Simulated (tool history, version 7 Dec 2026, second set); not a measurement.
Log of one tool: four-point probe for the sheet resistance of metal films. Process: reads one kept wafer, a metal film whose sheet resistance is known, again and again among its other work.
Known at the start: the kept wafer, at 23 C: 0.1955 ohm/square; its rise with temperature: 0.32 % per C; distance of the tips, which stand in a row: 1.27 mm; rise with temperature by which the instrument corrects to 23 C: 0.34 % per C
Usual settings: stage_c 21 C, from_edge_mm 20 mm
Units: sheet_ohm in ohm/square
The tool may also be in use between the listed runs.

| run | hour | stage_c | from_edge_mm | sheet_ohm |
|---|---|---|---|---|
| 1 | 0 | 21 | 20 | 0.195732 |
| 2 | 119 | 21 | 20 | 0.195677 |
| 3 | 259.3 | 21 | 20 | 0.19563 |
| 4 | 326 | 21 | 20 | 0.195551 |
| 5 | 410.9 | 21 | 61 | 0.19518 |
| 6 | 517.6 | 21 | 61 | 0.195084 |
| 7 | 641.6 | 21 | 26 | 0.195261 |
| 8 | 745.2 | 21 | 26 | 0.195138 |
| 9 | 875.6 | 23 | 26 | 0.19522 |
| 10 | 1011.7 | 23 | 11 | 0.19629 |
| 11 | 1084.7 | 23 | 11 | 0.196192 |
| 12 | 1172.2 | 21 | 13 | 0.195939 |
| 13 | 1244.1 | 21 | 13 | 0.195825 |
| 14 | 1360.7 | 21 | 4 | 0.204834 |
| 15 | 1499 | 21 | 4 | 0.204819 |
| 16 | 1617 | 34 | 4 | 0.204495 |
| 17 | 1706.1 | 21 | 20 | 0.195169 |
| 18 | 1778.2 | 21 | 20 | 0.195433 |
| 19 | 1880.3 | 27 | 20 | 0.195294 |
| 20 | 1955.1 | 21 | 20 | 0.195378 |
| 21 | 2080.3 | 27 | 33 | 0.194932 |
| 22 | 2150.3 | 32 | 58 | 0.194732 |
| 23 | 2272 | 32 | 58 | 0.194731 |
| 24 | 2335 | 19 | 34 | 0.195071 |
| 25 | 2462.4 | 24 | 34 | 0.194913 |
| 26 | 2574.7 | 21 | 49 | 0.194861 |
| 27 | 2670.9 | 21 | 49 | 0.194795 |
| 28 | 2753.4 | 31 | 20 | 0.194909 |
| 29 | 2832.2 | 32 | 65 | 0.194532 |
| 30 | 2890.1 | 32 | 65 | 0.194529 |
| 31 | 2986.9 | 32 | 65 | 0.194511 |
| 32 | 3055.8 | 34 | 42 | 0.194522 |
| 33 | 3178.5 | 28 | 26 | 0.194718 |
| 34 | 3314.5 | 19 | 7 | 0.198068 |
| 35 | 3438.1 | 30 | 15 | 0.19513 |
| 36 | 3578.9 | 30 | 54 | 0.194347 |
| 37 | 3687.7 | 24 | 5 | 0.200942 |
| 38 | 3781.4 | 24 | 5 | 0.200835 |
| 39 | 3854.5 | 24 | 5 | 0.200824 |

Taken out of this log: 1 entry between the listed runs. Where each belongs, and how the hidden state differs across it:
Between runs 17 and 18: stage's thermometer calibrated (hour 1749.3)
  inner tips' distance over the nominal, %: -0.248 -> -0.253; wafer's true temperature over the reading, C: -0.46 -> 0.03
  measured less the result without the state, sheet_ohm: -0.000822 -> -0.000518 ohm/square
